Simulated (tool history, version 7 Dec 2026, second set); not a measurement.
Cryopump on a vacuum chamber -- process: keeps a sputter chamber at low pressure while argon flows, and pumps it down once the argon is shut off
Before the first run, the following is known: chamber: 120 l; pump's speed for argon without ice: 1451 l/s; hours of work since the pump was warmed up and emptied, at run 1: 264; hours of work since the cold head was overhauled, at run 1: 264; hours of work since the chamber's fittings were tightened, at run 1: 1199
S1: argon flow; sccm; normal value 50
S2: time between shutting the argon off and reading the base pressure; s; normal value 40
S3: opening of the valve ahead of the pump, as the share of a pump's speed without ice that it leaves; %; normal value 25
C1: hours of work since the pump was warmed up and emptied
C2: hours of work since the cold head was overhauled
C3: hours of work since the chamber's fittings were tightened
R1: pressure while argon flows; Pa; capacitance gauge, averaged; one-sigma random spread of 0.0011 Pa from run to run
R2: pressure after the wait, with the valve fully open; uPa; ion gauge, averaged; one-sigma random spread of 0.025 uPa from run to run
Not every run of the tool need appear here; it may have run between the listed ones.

run   hour  S1   S2  S3   C1   C2    C3      R1    R2
  1    0.0  50   40  25  264  264  1199  0.2395  2.22
  2   10.2  50   79  25  273  273  1208  0.2369  1.80
  3   26.4  50   79  25  286  286  1221  0.2396  1.79
  4   35.6  50   42  25  294  294  1229  0.2400  2.21
  5   55.6  50   42  25  311  311  1246  0.2396  2.17
  6   75.2  50   43  25  327  327  1262  0.2396  2.28
  7   97.7  50   43  25  346  346  1281  0.2407  2.31
  8  118.0  50   43  25  362  362  1298  0.2411  2.25
  9  133.9  26   40  25  376  376  1311  0.1251  2.40
 10  154.2  26   40  25  393  393  1328  0.1259  2.37
 11  173.8  26   40  25  409  409  1344  0.1253  2.48
 12  189.6  26   40  25  422  422  1357  0.1258  2.44
 13  211.3  26   40  25  440  440  1375  0.1258  2.50
 14  229.8  50   40  25  455  455  1391  0.2427  2.46
 15  250.0  50   40  25  472  472  1407  0.2425  2.48
 16  262.2  50   40  25  482  482  1418  0.2457  2.64
 17  275.3  50   40  17  493  493  1428  0.3562  2.59
 18  289.3  77  221  55  505  505  1440  0.1808  2.00
 19  310.0  77  221  55  522  522  1457  0.1811  1.98
 20  325.6  50  101  25  535  535  1470  0.2447  2.16
 21  347.2  50   22  23  553  553  1488  0.2662  3.35
 22  356.8  50   22  23  561  561  1496  0.2650  3.26
 23  368.2  24   40  43  571  571  1506  0.0705  2.68
 24  381.1  50   26  18  581  581  1516  0.3378  3.11
 25  401.4  50  108  18  598  598  1533  0.3384  2.22
 26  423.0  78  141  23  616  616  1551  0.4192  2.33
 27  445.6  78  141  23  635  635  1570  0.4174  2.28
 28  462.7  78  141  23  649  649  1584  0.4191  2.36
 29  485.2  28   89  42  668  668  1603  0.0864  2.49
 30  500.7  24  287  23  681  681  1616  0.1291  2.27
 31  518.7  32  287  47  696  696  1631  0.0898  2.33
 32  532.5  50   40  39  707  707  1642  0.1651  3.07
 33  542.2  50   40  39  715  715  1650  0.1671  3.09
 34  555.2  50   40  39  726  726  1661  0.1655  3.16

Run by run, hidden condition taken away, random variation retained:
The hidden state here: pump's speed, % of a pump's without ice; cold plate's temperature, K; leak into the chamber, uPa l/s; drift of the gauge itself on working_pa, %; drift of the gauge itself on base_upa, %.
run      R1    R2
  1  0.2343  1.00
  2  0.2315  0.58
  3  0.2339  0.57
  4  0.2341  0.93
  5  0.2333  0.93
  6  0.2330  0.96
  7  0.2335  0.95
  8  0.2335  0.90
  9  0.1210  0.99
 10  0.1216  0.96
 11  0.1208  1.00
 12  0.1211  0.96
 13  0.1209  1.00
 14  0.2328  0.96
 15  0.2323  0.97
 16  0.2350  1.01
 17  0.3453  0.99
 18  0.1635  0.35
 19  0.1631  0.35
 20  0.2326  0.48
 21  0.2536  1.65
 22  0.2523  1.58
 23  0.0643  0.96
 24  0.3244  1.37
 25  0.3246  0.48
 26  0.3968  0.45
 27  0.3943  0.42
 28  0.3952  0.42
 29  0.0775  0.56
 30  0.1213  0.29
 31  0.0790  0.33
 32  0.1481  1.01
 33  0.1496  1.00
 34  0.1478  1.01

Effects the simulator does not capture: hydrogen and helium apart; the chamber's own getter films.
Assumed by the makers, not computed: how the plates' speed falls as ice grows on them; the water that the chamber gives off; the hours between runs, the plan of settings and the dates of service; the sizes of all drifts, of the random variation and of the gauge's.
